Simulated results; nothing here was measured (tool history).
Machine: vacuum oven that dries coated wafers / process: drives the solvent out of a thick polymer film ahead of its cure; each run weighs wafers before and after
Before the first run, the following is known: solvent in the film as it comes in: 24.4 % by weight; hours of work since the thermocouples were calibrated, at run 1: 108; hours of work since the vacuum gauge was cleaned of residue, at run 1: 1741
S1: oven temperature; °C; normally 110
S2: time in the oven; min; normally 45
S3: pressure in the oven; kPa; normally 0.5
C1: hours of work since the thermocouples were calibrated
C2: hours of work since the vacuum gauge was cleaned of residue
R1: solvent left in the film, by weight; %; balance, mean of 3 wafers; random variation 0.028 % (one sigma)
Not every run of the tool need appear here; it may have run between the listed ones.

run	hour	S1	S2	S3	C1	C2	R1
1	0	110	45	0.5	108	1741	1.29
2	37.5	110	45	0.5	138	1770	1.32
3	104.3	110	45	0.5	190	1822	1.26
4	159.3	110	27	0.5	233	1865	3.42
5	197	110	45	0.5	262	1894	1.27
6	251.6	110	35	0.5	305	1937	2.14
7	323.9	110	35	0.5	361	1993	2.08
8	368.4	110	45	1.781	396	2028	1.75
9	435.8	110	45	1.781	448	2081	1.66
10	485	110	45	1.781	487	2119	1.69
11	522.8	110	45	1.781	516	2148	1.64
12	580.8	110	45	1.781	561	2194	1.66
13	645.1	110	45	1.781	611	2244	1.61
14	703.1	120	45	0.5	657	2289	0.43
15	744.5	105	45	0.5	689	2321	2.04
# hour 767.9: oven's thermocouples calibrated
16	819.7	105	45	0.5	40	2378	2.05
17	894.1	110	45	1.191	98	2436	1.46
18	959.4	110	45	0.5	149	2487	1.11
19	1011	96	45	0.5	190	2528	4.51
20	1075.8	96	45	0.5	240	2578	4.51
21	1136.3	96	45	0.5	287	2625	4.49
22	1178.6	96	45	0.865	320	2658	4.61
23	1225.9	99	45	0.5	357	2695	3.47
# hour 1255.4: oven's thermocouples calibrated, once more
24	1304.7	99	45	0.5	38	2755	4
# hour 1311.8: vacuum gauge cleaned of residue and calibrated
25	1373.1	112	25	1.154	91	48	3.25
26	1423.5	112	25	1.154	130	87	3.19
27	1478.3	112	25	1.154	173	130	3.15
28	1535.1	112	25	1.154	217	174	3.16
29	1608.8	110	77	1.51	274	232	0.68
30	1648.9	118	67	1.091	306	263	0.34
31	1683.6	118	67	1.091	333	290	0.36
32	1723.8	110	45	0.297	364	321	0.94
33	1761.6	121	31	0.5	394	351	0.64
34	1797.4	110	22	0.5	421	379	4.27
35	1870.5	121	68	0.995	478	436	0.26
36	1904.9	122	33	0.303	505	462	0.45
37	1969.5	122	33	0.303	556	513	0.36
38	2025.5	97	41	0.817	599	557	4.73
39	2076.1	110	45	0.722	639	596	1.08
40	2151.4	116	45	0.539	698	655	0.43
# hour 2164.5: oven's thermocouples calibrated
41	2230.5	107	65	0.5	52	715	0.71
42	2293.8	117	53	0.5	101	764	0.32
43	2342.4	106	25	0.459	139	802	4.95
44	2394.8	96	73	0.845	180	843	2.22
45	2443.2	96	73	0.845	217	881	2.3
46	2523.2	109	35	1.449	280	943	2.54
47	2593.4	109	35	1.449	334	998	2.39

A few steps of R1 between consecutive runs. Split each: what settings, incoming material and random variation would produce without the hidden state, and what is left over for the hidden state, along with gauge scatter present in only one of the two compared results (measured, and without hidden state):
Hidden state at play: true wafer temperature over the reading, C; true pressure over the reading, kPa; drift of the gauge itself on solvent_pct, %.
Run 23 -> 24: oven's thermocouples calibrated, once more. R1 +0.53 %: hidden state +0.56, all else -0.03.
Run 24 -> 25: S1 99 -> 112, S2 45 -> 25, S3 0.5 -> 1.154, vacuum gauge cleaned of residue and calibrated. R1 -0.75 %: hidden state -0.48, all else -0.27.
Run 34 -> 35: S1 110 -> 121, S2 22 -> 68, S3 0.5 -> 0.995. R1 -4.01 %: hidden state +0.27, all else -4.28.
Run 37 -> 38: S1 122 -> 97, S2 33 -> 41, S3 0.303 -> 0.817. R1 +4.37 %: hidden state -0.31, all else +4.68.
Run 42 -> 43: S1 117 -> 106, S2 53 -> 25, S3 0.5 -> 0.459. R1 +4.63 %: hidden state -0.1, all else +4.73.

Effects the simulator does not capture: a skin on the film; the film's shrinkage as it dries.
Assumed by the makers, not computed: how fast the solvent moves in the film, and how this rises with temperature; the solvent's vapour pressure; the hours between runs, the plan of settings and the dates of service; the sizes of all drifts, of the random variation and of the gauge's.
